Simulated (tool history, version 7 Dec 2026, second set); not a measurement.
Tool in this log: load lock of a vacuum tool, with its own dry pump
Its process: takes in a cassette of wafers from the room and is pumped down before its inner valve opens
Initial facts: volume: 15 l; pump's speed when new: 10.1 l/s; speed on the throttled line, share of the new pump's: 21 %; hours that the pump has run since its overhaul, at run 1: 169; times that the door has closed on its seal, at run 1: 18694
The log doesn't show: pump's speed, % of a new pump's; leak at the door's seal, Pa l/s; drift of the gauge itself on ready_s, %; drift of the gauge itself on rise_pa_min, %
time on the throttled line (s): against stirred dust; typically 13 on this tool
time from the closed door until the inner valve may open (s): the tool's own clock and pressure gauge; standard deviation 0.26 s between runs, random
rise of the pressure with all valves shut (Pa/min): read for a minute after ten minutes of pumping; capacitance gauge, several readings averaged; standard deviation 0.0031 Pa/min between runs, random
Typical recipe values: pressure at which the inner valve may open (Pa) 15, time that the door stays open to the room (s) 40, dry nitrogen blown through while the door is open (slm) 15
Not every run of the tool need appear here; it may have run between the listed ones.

run	hour	time on the throttled line (s)	pressure at which the inner valve may open (Pa)	time that the door stays open to the room (s)	dry nitrogen blown through while the door is open (slm)	hours that the pump has run since its overhaul	times that the door has closed on its seal	incoming humidity of the room's air, %	time from the closed door until the inner valve may open (s)	rise of the pressure with all valves shut (Pa/min)
1	0	13	15	40	15	169	18694	45.6	23.2	0.111
2	133.3	13	15	40	15	302	19035	44.6	23.8	0.106
3	264.6	13	15	40	15	433	19371	45.5	23.6	0.121
4	390.5	13	15	40	15	559	19693	49.5	23.4	0.12
5	460.8	13	15	43	15	630	19872	43.8	23.8	0.116
6	528.5	13	15	40	15	697	20045	47.1	23.4	0.118
7	591.9	13	15	40	5	761	20207	49	23.5	0.136
8	720.7	13	15	40	5	889	20536	44	23.4	0.13
9	857.1	13	15	40	15	1026	20885	46	23.1	0.122
10	965.1	13	15	40	5	1134	21161	50.4	23.6	0.14
11	1106.2	13	17	40	15	1275	21521	44.7	23.4	0.113
12	1254.1	13	17	40	15	1423	21899	45.9	23.2	0.126
13	1370	13	17	40	15	1539	22196	41.4	23.5	0.116
14	1464.3	13	15	40	15	1633	22437	46.3	23.6	0.122
15	1529.8	11	15	40	15	1699	22604	44.2	21.6	0.122
16	1666.2	13	15	40	15	1835	22953	45.5	23.3	0.122
17	1801.2	13	15	40	15	1970	23298	45.8	23.8	0.129
18	1943.8	13	15	40	15	2113	23662	44.1	24	0.125
19	2036.5	13	15	40	15	2205	23899	41.5	23.6	0.119
20	2168.8	6	17	62	6	2338	24237	44.5	17.9	0.155
21	2238.2	20	17	62	21	2407	24414	40.2	29.1	0.122
22	2317.7	20	17	62	21	2486	24617	46.5	28.9	0.134
23	2455.3	13	25	101	15	2624	24969	47	22.5	0.166
24	2567.4	13	15	81	5	2736	25256	45.3	23.8	0.178
25	2633.3	13	15	81	5	2802	25424	47.4	23.7	0.177
26	2738.9	13	15	81	5	2908	25694	46.8	23.6	0.188
27	2853.5	13	15	40	13	3022	25987	43.3	24	0.133
28	2983.7	13	15	40	13	3152	26320	45.4	24	0.131
29	3126.7	6	15	172	15	3295	26685	45.1	18.2	0.193
30	3262.2	13	25	40	5	3431	27031	44.6	23	0.152
31	3359.6	13	25	40	5	3528	27280	43.6	22.5	0.15
32	3495.3	10	24	26	31	3664	27627	45.4	20.3	0.108
33	3597.7	10	24	26	31	3766	27889	40.6	20.8	0.105
34	3725.8	20	14	40	24	3895	28216	42.8	29.3	0.126
35	3815.3	13	15	40	11	3984	28445	47.4	23.7	0.148

How would selected steps in time from the closed door until the inner valve may open (s) from run to run divide? Give the signed amount a tool lacking its hidden state would still show from settings, what came in and random variation, and the signed amount left for the hidden state, including any gauge scatter that is not in both of the compared results.
Run 2 -> 3: no setting changed, nothing entered. time from the closed door until the inner valve may open (s) -0.2: hidden state +0.1, all else -0.3.
Run 3 -> 4: no setting changed, nothing entered. time from the closed door until the inner valve may open (s) -0.2: hidden state -0.1, all else -0.1.
Run 4 -> 5: time that the door stays open to the room (s) 40 -> 43. time from the closed door until the inner valve may open (s) +0.4: hidden state +0.1, all else +0.3.
Run 20 -> 21: time on the throttled line (s) 6 -> 20, dry nitrogen blown through while the door is open (slm) 6 -> 21. time from the closed door until the inner valve may open (s) +11.2: hidden state -0.1, all else +11.3.
Run 22 -> 23: time on the throttled line (s) 20 -> 13, pressure at which the inner valve may open (Pa) 17 -> 25, time that the door stays open to the room (s) 62 -> 101, dry nitrogen blown through while the door is open (slm) 21 -> 15. time from the closed door until the inner valve may open (s) -6.4: hidden state -0.1, all else -6.3.
Run 33 -> 34: time on the throttled line (s) 10 -> 20, pressure at which the inner valve may open (Pa) 24 -> 14, time that the door stays open to the room (s) 26 -> 40, dry nitrogen blown through while the door is open (slm) 31 -> 24. time from the closed door until the inner valve may open (s) +8.5: hidden state -0.1, all else +8.6.
